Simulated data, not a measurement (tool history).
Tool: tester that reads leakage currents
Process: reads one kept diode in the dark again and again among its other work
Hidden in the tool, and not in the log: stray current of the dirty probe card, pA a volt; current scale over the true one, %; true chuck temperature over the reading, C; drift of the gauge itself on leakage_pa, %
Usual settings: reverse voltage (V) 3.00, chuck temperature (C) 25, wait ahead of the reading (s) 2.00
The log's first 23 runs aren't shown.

run	day	reverse voltage (V)	chuck temperature (C)	wait ahead of the reading (s)	hours of work since the probe card was cleaned	hours of work since the tester was calibrated	hours of work since the chuck was calibrated	current that the tester gives (pA)
24	53.183	17.99	57	2.82	2171	1780	402	4534.00
25	54.958	15.52	25	2.00	2192	1801	422	283.20
26	58.458	15.52	25	2.00	2233	1842	463	282.17
27	62.217	3.00	37	5.10	2277	1885	507	381.90
28	64.279	3.00	37	5.10	2301	1910	531	383.05
29	66.521	3.00	29	1.67	2327	1936	557	186.62
30	68.933	3.00	24	1.67	2355	1964	586	116.34
31	71.342	2.68	52	0.31	2384	1992	614	1268.78
32	75.004	15.49	52	0.55	2426	2035	657	2871.87
33	77.171	3.95	54	2.00	2452	2060	682	1770.66
34	78.917	17.76	27	3.60	2472	2081	702	357.78
35	82.021	3.77	26	0.66	2508	2117	739	157.40
# day 84.029: probe card cleaned and baked
36	84.938	3.77	26	0.66	11	2150	771	156.58
37	87.312	3.77	26	0.66	38	2177	799	157.18
38	90.333	1.52	25	0.51	74	2213	834	93.21

Forecast each of these 4 alternatives for the next run:
A	93.646	2.66	47	2.40	112	2251	873	?
B	93.646	4.33	25	4.34	112	2251	873	?
C	93.646	1.52	41	3.70	112	2251	873	?
D	93.646	4.85	25	1.36	112	2251	873	?

run	current that the tester gives (pA)
A	835.74
B	149.19
C	387.68
D	159.04
Without the tool's hidden state the same runs would have given:
run	current that the tester gives (pA)
A	849.41
B	152.14
C	394.39
D	162.17

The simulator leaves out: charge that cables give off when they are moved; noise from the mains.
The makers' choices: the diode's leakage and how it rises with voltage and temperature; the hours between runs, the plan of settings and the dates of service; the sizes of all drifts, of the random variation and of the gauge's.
